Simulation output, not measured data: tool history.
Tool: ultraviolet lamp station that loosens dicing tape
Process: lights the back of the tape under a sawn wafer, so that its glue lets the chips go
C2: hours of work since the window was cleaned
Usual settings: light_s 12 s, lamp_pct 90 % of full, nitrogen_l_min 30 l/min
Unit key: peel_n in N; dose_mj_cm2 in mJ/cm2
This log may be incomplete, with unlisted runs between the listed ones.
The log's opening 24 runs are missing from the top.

Run 25, hour 170.6: usual settings but lamp_pct 92 % of full, nitrogen_l_min 13 l/min; hours of work of the lamp 107; C2 333. Result: peel_n 0.778 N, dose_mj_cm2 283 mJ/cm2.
Run 26, hour 176.4: usual settings but light_s 14 s, lamp_pct 67 % of full, nitrogen_l_min 18 l/min; hours of work of the lamp 110; C2 336. Result: peel_n 0.844 N, dose_mj_cm2 240 mJ/cm2.
Run 27, hour 180.8: usual settings but light_s 14 s, lamp_pct 67 % of full, nitrogen_l_min 18 l/min; hours of work of the lamp 112; C2 338. Result: peel_n 0.804 N, dose_mj_cm2 235 mJ/cm2.
Run 28, hour 189.1: usual settings but light_s 14 s, lamp_pct 67 % of full, nitrogen_l_min 18 l/min; hours of work of the lamp 116; C2 342. Result: peel_n 0.801 N, dose_mj_cm2 241 mJ/cm2.
Run 29, hour 195.9: usual settings but light_s 6 s, lamp_pct 83 % of full, nitrogen_l_min 22 l/min; hours of work of the lamp 120; C2 346. Result: peel_n 2.069 N, dose_mj_cm2 124 mJ/cm2.
Run 30, hour 203.5: usual settings but lamp_pct 73 % of full, nitrogen_l_min 12 l/min; hours of work of the lamp 123; C2 349. Result: peel_n 1.266 N, dose_mj_cm2 223 mJ/cm2.
Run 31, hour 211.9: usual settings but lamp_pct 73 % of full, nitrogen_l_min 27 l/min; hours of work of the lamp 128; C2 354. Result: peel_n 0.725 N, dose_mj_cm2 224 mJ/cm2.
Run 32, hour 219.2: usual settings but lamp_pct 74 % of full, nitrogen_l_min 43 l/min; hours of work of the lamp 131; C2 357. Result: peel_n 0.492 N, dose_mj_cm2 223 mJ/cm2.
Run 33, hour 224.1: usual settings but lamp_pct 74 % of full, nitrogen_l_min 43 l/min; hours of work of the lamp 134; C2 360. Result: peel_n 0.520 N, dose_mj_cm2 221 mJ/cm2.
Run 34, hour 230.6: usual settings but lamp_pct 61 % of full, nitrogen_l_min 19 l/min; hours of work of the lamp 137; C2 363. Result: peel_n 1.297 N, dose_mj_cm2 183 mJ/cm2.
Run 35, hour 240.4: usual settings but light_s 19 s, lamp_pct 65 % of full, nitrogen_l_min 11 l/min; hours of work of the lamp 142; C2 368. Result: peel_n 0.729 N, dose_mj_cm2 310 mJ/cm2.
Run 36, hour 248.3: usual settings but light_s 14 s, lamp_pct 64 % of full; hours of work of the lamp 145; C2 371. Result: peel_n 0.658 N, dose_mj_cm2 225 mJ/cm2.
Run 37, hour 254.6: usual settings but nitrogen_l_min 34 l/min; hours of work of the lamp 149; C2 375. Result: peel_n 0.434 N, dose_mj_cm2 270 mJ/cm2.
Run 38, hour 262.5: usual settings but lamp_pct 73 % of full, nitrogen_l_min 10 l/min; hours of work of the lamp 152; C2 378. Result: peel_n 1.510 N, dose_mj_cm2 215 mJ/cm2.
Run 39, hour 272.0: usual settings but light_s 11 s, lamp_pct 76 % of full, nitrogen_l_min 16 l/min; hours of work of the lamp 157; C2 383. Result: peel_n 1.163 N, dose_mj_cm2 207 mJ/cm2.
Run 40, hour 280.3: usual settings but light_s 7 s, lamp_pct 78 % of full, nitrogen_l_min 29 l/min; hours of work of the lamp 161; C2 387. Result: peel_n 1.628 N, dose_mj_cm2 137 mJ/cm2.
Run 41, hour 284.4: usual settings but light_s 9 s, lamp_pct 83 % of full, nitrogen_l_min 35 l/min; hours of work of the lamp 163; C2 389. Result: peel_n 0.860 N, dose_mj_cm2 181 mJ/cm2.
Run 42, hour 291.9: usual settings but light_s 13 s, lamp_pct 83 % of full, nitrogen_l_min 49 l/min; hours of work of the lamp 167; C2 393. Result: peel_n 0.358 N, dose_mj_cm2 264 mJ/cm2.
Run 43, hour 299.4: usual settings but light_s 13 s, lamp_pct 83 % of full, nitrogen_l_min 49 l/min; hours of work of the lamp 171; C2 396. Result: peel_n 0.359 N, dose_mj_cm2 261 mJ/cm2.
Run 44, hour 305.4: usual settings but light_s 6 s, lamp_pct 99 % of full, nitrogen_l_min 42 l/min; hours of work of the lamp 173; C2 399. Result: peel_n 1.196 N, dose_mj_cm2 146 mJ/cm2.

Consider 3 possible next runs. They are alternatives, not a sequence: every one starts from the tool as it was left by run 44. What does each give?
Run A, hour 311.3: usual settings but lamp_pct 95 % of full; hours of work of the lamp 176; C2 402. Result: peel_n ?, dose_mj_cm2 ?.
Run B, hour 311.3: usual settings but light_s 21 s, lamp_pct 91 % of full, nitrogen_l_min 14 l/min; hours of work of the lamp 176; C2 402. Result: peel_n ?, dose_mj_cm2 ?.
Run C, hour 311.3: usual settings but nitrogen_l_min 25 l/min; hours of work of the lamp 176; C2 402. Result: peel_n ?, dose_mj_cm2 ?.

run  peel_n  dose_mj_cm2
  A   0.423          277
  B   0.325          465
  C   0.560          265
What these runs would have given with no unlogged condition in the tool:
run  peel_n  dose_mj_cm2
  A   0.316          335
  B   0.272          562
  C   0.405          320
